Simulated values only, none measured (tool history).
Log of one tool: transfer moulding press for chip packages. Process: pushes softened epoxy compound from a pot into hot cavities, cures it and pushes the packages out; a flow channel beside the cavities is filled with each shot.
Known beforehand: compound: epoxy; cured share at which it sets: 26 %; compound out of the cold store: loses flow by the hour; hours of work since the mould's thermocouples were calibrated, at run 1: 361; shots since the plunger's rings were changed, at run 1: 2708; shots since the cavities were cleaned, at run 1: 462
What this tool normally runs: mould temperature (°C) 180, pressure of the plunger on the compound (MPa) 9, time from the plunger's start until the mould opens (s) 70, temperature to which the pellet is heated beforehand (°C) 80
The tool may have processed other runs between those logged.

run	hour	mould temperature (°C)	pressure of the plunger on the compound (MPa)	time from the plunger's start until the mould opens (s)	temperature to which the pellet is heated beforehand (°C)	hours of work since the mould's thermocouples were calibrated	shots since the plunger's rings were changed	shots since the cavities were cleaned	incoming compound's hours out of the cold store	length that the compound runs in the flow channel (mm)	greatest force on the pins that push the packages out (N)
1	0	180	9	70	80	361	2708	462	37.4	702	212
2	13.2	174	9	70	80	367	2836	590	37.4	722	277
# hour 17.1: cavities cleaned with cleaning compound and waxed
3	33.9	174	9	70	80	375	3023	163	14.6	837	310
4	53.8	180	9	70	80	384	3217	357	8.3	856	219
# hour 61.1: plunger's sealing rings changed
5	79	180	9	70	80	394	175	578	38.6	693	207
# hour 83: cavities cleaned with cleaning compound and waxed
6	95.8	180	9	70	80	401	324	125	10.8	839	206
7	119.3	180	9	70	80	412	553	354	31.6	734	218
8	144.5	180	9	70	80	423	797	598	17.6	811	208
# hour 148.5: cavities cleaned with cleaning compound and waxed
9	173.4	180	9	70	80	436	1065	243	35.8	715	199
10	199.2	180	9	70	80	447	1315	493	13.6	811	221
# hour 212.3: cavities cleaned with cleaning compound and waxed
11	226.4	180	9	70	80	459	1566	138	37.3	708	206
12	247.4	180	9	70	80	468	1770	342	33.6	721	207
13	263.7	180	7.76	70	80	476	1929	501	11.7	770	222
# hour 276.3: cavities cleaned with cleaning compound and waxed
14	277.3	180	7.76	70	80	481	2046	9	32.4	671	203
15	300.6	180	9	70	80	491	2273	236	42.6	679	208
16	327.8	180	9	70	80	504	2538	501	41.7	690	205
# hour 340.3: cavities cleaned with cleaning compound and waxed
17	356.3	180	9	70	78	516	2801	155	22.8	781	220
18	369.2	180	9	70	80	522	2927	281	9.1	846	211
19	389.9	180	9	70	80	531	3128	482	8.6	834	229
# hour 395.9: mould's thermocouples calibrated
# hour 405.6: cavities cleaned with cleaning compound and waxed
# hour 410.3: plunger's sealing rings changed
20	420.2	180	9	51	74	9	97	119	8.7	843	433
21	442.3	180	9	70	85	19	311	333	43	676	221
22	467.1	175	7.77	70	85	30	553	575	24.1	724	269
# hour 472.3: cavities cleaned with cleaning compound and waxed
23	488.8	180	9.81	107	86	39	750	161	43.7	701	183
24	508.8	180	7.17	70	81	48	945	356	10.2	746	231
25	532.7	178	7.02	70	81	59	1177	588	35.7	633	234
# hour 535.4: cavities cleaned with cleaning compound and waxed
26	556.3	178	7.02	85	83	69	1392	203	42.1	604	189
27	576.3	178	7.02	85	83	78	1587	398	16.8	702	193
# hour 598.7: cavities cleaned with cleaning compound and waxed
28	606.3	178	7.27	85	85	91	1864	73	8.8	768	194
29	620.1	178	7.27	85	85	97	1998	207	11.4	756	187

Forecast each of these 3 alternatives for the next run:
A	643.4	178	7.27	52	85	108	2226	435	26.5	?	?
B	643.4	172	9	70	80	108	2226	435	12.8	?	?
C	643.4	178	7	63	85	108	2226	435	41.9	?	?

run	length that the compound runs in the flow channel (mm)	greatest force on the pins that push the packages out (N)
A	680	401
B	858	355
C	613	258
Without the tool's hidden state the same runs would have given:
run	length that the compound runs in the flow channel (mm)	greatest force on the pins that push the packages out (N)
A	681	393
B	860	348
C	614	253

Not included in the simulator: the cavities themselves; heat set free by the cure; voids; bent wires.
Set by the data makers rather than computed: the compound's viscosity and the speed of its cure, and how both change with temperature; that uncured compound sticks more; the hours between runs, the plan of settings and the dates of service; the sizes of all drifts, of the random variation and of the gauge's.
